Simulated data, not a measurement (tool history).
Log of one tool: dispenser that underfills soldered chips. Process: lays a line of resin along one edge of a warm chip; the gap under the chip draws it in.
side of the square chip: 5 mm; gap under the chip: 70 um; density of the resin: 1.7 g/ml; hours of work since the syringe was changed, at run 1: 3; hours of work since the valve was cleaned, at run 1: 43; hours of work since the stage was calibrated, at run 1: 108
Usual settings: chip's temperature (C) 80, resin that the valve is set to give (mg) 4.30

run,hour,chip's temperature (C),resin that the valve is set to give (mg),hours of work since the syringe was changed,hours of work since the valve was cleaned,hours of work since the stage was calibrated,time until the resin shows at the far edge (s),resin that the valve gave (mg)
1,0.0,80,4.30,3,43,108,41.9,4.21
# hour 3.7: new syringe of resin
2,4.8,80,4.30,1,46,111,34.1,4.23
3,8.1,80,4.30,3,48,113,40.2,4.20
4,10.4,80,4.30,4,49,114,46.6,4.20
# hour 12.8: new syringe of resin
5,12.8,80,4.30,0,50,115,31.6,4.22
6,15.3,80,4.30,2,52,117,36.8,4.23
7,18.2,80,3.74,3,54,119,44.2,3.67
# hour 22.1: new syringe of resin
8,23.2,80,4.30,1,57,122,33.3,4.23
9,27.6,80,3.88,3,59,124,44.1,3.77
# hour 31.2: new syringe of resin
10,31.4,80,3.88,0,61,126,33.6,3.81
11,35.3,80,3.88,3,64,129,41.4,3.80
# hour 40.0: new syringe of resin
12,40.9,80,3.88,1,67,132,33.9,3.79
13,45.1,80,3.88,3,70,135,41.9,3.79
14,48.6,80,4.30,5,72,137,50.2,4.16
# hour 49.3: new syringe of resin
15,52.8,80,4.30,2,74,139,38.3,4.17
16,56.9,80,4.30,5,77,142,47.8,4.16
# hour 58.4: new syringe of resin
17,60.6,89,4.94,1,79,144,23.1,4.77
18,64.7,70,3.81,4,81,146,78.9,3.68
# hour 67.5: new syringe of resin
19,70.0,79,4.47,2,84,149,37.2,4.32
20,73.1,79,3.97,3,86,151,46.6,3.84
# hour 76.8: new syringe of resin
21,76.8,92,3.97,0,88,153,17.8,3.83
22,82.1,92,3.97,3,92,157,24.2,3.86
# hour 86.0: new syringe of resin
23,86.4,71,5.51,0,94,159,49.7,5.27
24,89.7,93,4.45,2,96,161,20.4,4.30
25,92.1,67,4.46,4,98,163,86.8,4.28
# hour 95.0: new syringe of resin
26,95.3,86,4.83,0,99,164,22.8,4.63
27,99.3,86,4.83,3,102,167,29.2,4.65
# hour 104.1: new syringe of resin
28,104.8,91,4.42,0,105,170,18.6,4.23
29,108.2,86,5.44,3,107,172,27.5,5.19
30,111.4,86,5.44,5,109,174,34.2,5.19
# hour 113.2: new syringe of resin
31,114.8,92,4.68,1,111,176,18.5,4.48

Forecast each of these 5 alternatives for the next run:
A,117.6,75,4.85,3,113,178,?,?
B,117.6,90,5.08,3,113,178,?,?
C,117.6,92,4.02,3,113,178,?,?
D,117.6,77,4.21,3,113,178,?,?
E,117.6,81,3.86,3,113,178,?,?

run,time until the resin shows at the far edge (s),resin that the valve gave (mg)
A,50.2,4.66
B,23.5,4.85
C,23.2,3.80
D,46.9,4.00
E,38.3,3.69
Without the tool's hidden state the same runs would have given:
run,time until the resin shows at the far edge (s),resin that the valve gave (mg)
A,40.6,4.87
B,19.0,5.07
C,18.6,3.98
D,37.8,4.19
E,30.6,3.86
